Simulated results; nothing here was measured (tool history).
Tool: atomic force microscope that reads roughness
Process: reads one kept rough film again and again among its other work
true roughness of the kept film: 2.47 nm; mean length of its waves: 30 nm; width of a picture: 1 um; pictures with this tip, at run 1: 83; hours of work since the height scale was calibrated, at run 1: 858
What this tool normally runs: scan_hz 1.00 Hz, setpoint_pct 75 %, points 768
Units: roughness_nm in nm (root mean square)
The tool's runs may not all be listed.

run	day	scan_hz	setpoint_pct	points	pictures with this tip	hours of work since the height scale was calibrated	roughness_nm
1	0.000	1.00	75	768	83	858	2.112
2	1.842	1.00	75	768	172	885	2.064
3	3.492	2.71	75	768	252	909	1.842
# day 4.171: new tip fitted
4	4.296	2.71	75	768	6	920	1.977
5	5.629	2.71	75	768	71	939	1.930
6	6.629	2.71	75	768	119	953	1.900
# day 6.754: height scale calibrated on a step standard
7	8.058	2.71	75	768	186	19	1.904
8	9.000	0.63	64	1016	231	32	2.126
# day 10.038: new tip fitted
# day 10.258: height scale calibrated on a step standard, once more
9	10.379	1.00	78	443	14	2	2.114
10	12.138	1.00	78	443	99	27	2.058
11	13.550	2.44	89	983	167	47	1.688
12	14.550	2.44	89	351	215	62	1.646
# day 15.979: new tip fitted
13	16.454	0.63	89	938	23	89	2.108
14	17.808	0.67	70	326	89	109	2.133

How the hidden state differs across the entries between the runs, from the last listed run before each to the first after it:
In the gap between runs 3 and 4: new tip fitted (day 4.171)
  radius of the tip, nm: 15 -> 7.6; height scale over the true one, %: 1.2 -> 1.22
  the result without the hidden state subtracted from the measured one, roughness_nm: -0.125 -> +0.012 nm (root mean square)
In the gap between runs 6 and 7: height scale calibrated on a step standard (day 6.754)
  radius of the tip, nm: 10.9 -> 12.8; height scale over the true one, %: 1.27 -> 1.6
  the result without the hidden state subtracted from the measured one, roughness_nm: -0.050 -> -0.080 nm (root mean square)
In the gap between runs 8 and 9: new tip fitted (day 10.038); height scale calibrated on a step standard, once more (day 10.258)
  radius of the tip, nm: 14.2 -> 8.2; height scale over the true one, %: 1.62 -> -0.01
  the result without the hidden state subtracted from the measured one, roughness_nm: -0.117 -> -0.027 nm (root mean square)
In the gap between runs 12 and 13: new tip fitted (day 15.979)
  radius of the tip, nm: 13.9 -> 7.7; height scale over the true one, %: 0.07 -> 0.11
  the result without the hidden state subtracted from the measured one, roughness_nm: -0.112 -> -0.013 nm (root mean square)
